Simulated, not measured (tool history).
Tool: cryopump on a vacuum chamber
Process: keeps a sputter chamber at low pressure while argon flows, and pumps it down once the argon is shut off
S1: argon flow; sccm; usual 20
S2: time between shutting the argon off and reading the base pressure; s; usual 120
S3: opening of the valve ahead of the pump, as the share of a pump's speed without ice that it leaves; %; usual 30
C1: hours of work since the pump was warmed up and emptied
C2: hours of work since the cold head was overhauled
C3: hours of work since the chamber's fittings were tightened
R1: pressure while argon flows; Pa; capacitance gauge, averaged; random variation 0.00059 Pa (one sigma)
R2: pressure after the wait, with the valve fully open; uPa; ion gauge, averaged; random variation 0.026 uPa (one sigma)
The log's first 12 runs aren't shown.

Run 13, hour 142.6: usual settings; C1 677; C2 677; C3 1181. Result: R1 0.0797 Pa, R2 1.38 uPa.
Run 14, hour 158.2: usual settings but S1 23 sccm; C1 689; C2 689; C3 1194. Result: R1 0.0927 Pa, R2 1.43 uPa.
Run 15, hour 174.0: usual settings but S1 25 sccm; C1 702; C2 702; C3 1207. Result: R1 0.1009 Pa, R2 1.40 uPa.
Run 16, hour 182.1: usual settings but S1 10 sccm; C1 709; C2 709; C3 1213. Result: R1 0.0396 Pa, R2 1.39 uPa.
Run 17, hour 192.8: usual settings but S1 8 sccm, S2 265 s, S3 33 %; C1 717; C2 717; C3 1222. Result: R1 0.0294 Pa, R2 0.92 uPa.
Run 18, hour 201.6: usual settings but S1 30 sccm, S2 226 s, S3 20 %; C1 724; C2 724; C3 1229. Result: R1 0.1806 Pa, R2 1.04 uPa.
Run 19, hour 210.8: usual settings but S1 31 sccm, S2 27 s, S3 20 %; C1 732; C2 732; C3 1237. Result: R1 0.1858 Pa, R2 4.39 uPa.
Run 20, hour 228.3: usual settings but S1 31 sccm, S2 26 s, S3 15 %; C1 746; C2 746; C3 1251. Result: R1 0.2461 Pa, R2 4.57 uPa.
Run 21, hour 241.8: usual settings but S2 189 s, S3 17 %; C1 757; C2 757; C3 1262. Result: R1 0.1401 Pa, R2 1.14 uPa.
Run 22, hour 255.4: usual settings but S1 11 sccm, S2 189 s, S3 27 %; C1 768; C2 768; C3 1273. Result: R1 0.0495 Pa, R2 1.11 uPa.
Run 23, hour 269.1: usual settings but S1 13 sccm, S2 29 s, S3 46 %; C1 779; C2 779; C3 1284. Result: R1 0.0354 Pa, R2 4.10 uPa.
Run 24, hour 281.5: usual settings but S1 9 sccm, S2 107 s; C1 789; C2 789; C3 1294. Result: R1 0.0365 Pa, R2 1.54 uPa.
Run 25, hour 293.7: usual settings but S1 9 sccm, S2 107 s; C1 799; C2 799; C3 1303. Result: R1 0.0362 Pa, R2 1.49 uPa.
Run 26, hour 308.8: usual settings but S1 9 sccm, S2 107 s; C1 811; C2 811; C3 1316. Result: R1 0.0369 Pa, R2 1.53 uPa.
Run 27, hour 323.0: usual settings but S2 35 s, S3 36 %; C1 822; C2 822; C3 1327. Result: R1 0.0686 Pa, R2 3.54 uPa.

Forecast run 28:
Run 28, hour 336.4: usual settings but S1 12 sccm, S2 196 s, S3 23 %; C1 833; C2 833; C3 1338. Result: R1 ?, R2 ?.

{"run 28": {"R1": 0.0638, "R2": 1.11}}
Without the tool's hidden state the same run would have given R1 0.0612 Pa, R2 0.72 uPa.

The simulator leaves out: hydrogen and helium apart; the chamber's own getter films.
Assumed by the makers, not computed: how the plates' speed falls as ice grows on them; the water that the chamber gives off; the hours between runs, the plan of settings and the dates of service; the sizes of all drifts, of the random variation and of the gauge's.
